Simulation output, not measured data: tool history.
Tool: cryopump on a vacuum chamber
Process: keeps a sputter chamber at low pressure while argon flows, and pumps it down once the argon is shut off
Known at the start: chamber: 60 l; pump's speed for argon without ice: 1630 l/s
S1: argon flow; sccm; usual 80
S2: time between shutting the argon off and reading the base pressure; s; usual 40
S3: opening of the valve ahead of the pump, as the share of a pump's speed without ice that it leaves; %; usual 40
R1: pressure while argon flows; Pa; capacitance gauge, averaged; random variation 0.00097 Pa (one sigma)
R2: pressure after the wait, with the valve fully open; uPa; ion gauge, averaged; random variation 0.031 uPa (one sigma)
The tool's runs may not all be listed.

run 1 hour=0 | S1=80 S2=40 S3=40 | R1=0.2092 R2=2.13
run 2 hour=28.3 | S1=80 S2=40 S3=40 | R1=0.2109 R2=2.14
run 3 hour=69.4 | S1=80 S2=40 S3=57 | R1=0.15 R2=2.18
run 4 hour=112.6 | S1=80 S2=40 S3=57 | R1=0.1512 R2=2.2
run 5 hour=137.9 | S1=80 S2=40 S3=57 | R1=0.151 R2=2.23
run 6 hour=162.4 | S1=80 S2=40 S3=57 | R1=0.1507 R2=2.29
run 7 hour=207.9 | S1=80 S2=40 S3=57 | R1=0.1522 R2=2.27
run 8 hour=234.9 | S1=80 S2=40 S3=57 | R1=0.1528 R2=2.36
run 9 hour=270.3 | S1=80 S2=136 S3=40 | R1=0.2164 R2=1.39
run 10 hour=313.9 | S1=80 S2=136 S3=40 | R1=0.218 R2=1.36
run 11 hour=359 | S1=80 S2=283 S3=22 | R1=0.386 R2=1.25
run 12 hour=397.6 | S1=80 S2=218 S3=29 | R1=0.3001 R2=1.3
run 13 hour=438.6 | S1=100 S2=40 S3=28 | R1=0.3841 R2=2.5
run 14 hour=472.6 | S1=111 S2=23 S3=33 | R1=0.3665 R2=3.61
run 15 hour=494.3 | S1=111 S2=195 S3=33 | R1=0.3664 R2=1.44
run 16 hour=533 | S1=111 S2=195 S3=33 | R1=0.3687 R2=1.51
run 17 hour=569.9 | S1=80 S2=273 S3=31 | R1=0.2814 R2=1.41
run 18 hour=616.3 | S1=41 S2=57 S3=53 | R1=0.0893 R2=2.24
run 19 hour=667.6 | S1=80 S2=57 S3=52 | R1=0.1784 R2=2.34

Forecast each of these 3 alternatives for the next run:
run A hour=696.5 | S1=37 S2=172 S3=33 | R1=? R2=?
run B hour=696.5 | S1=95 S2=57 S3=52 | R1=? R2=?
run C hour=696.5 | S1=49 S2=117 S3=23 | R1=? R2=?

run=A R1=0.1252 R2=1.62
run=B R1=0.2122 R2=2.34
run=C R1=0.2332 R2=1.83
Without the tool's hidden state the same runs would have given:
run=A R1=0.1165 R2=0.47
run=B R1=0.1898 R2=1.16
run=C R1=0.2216 R2=0.65
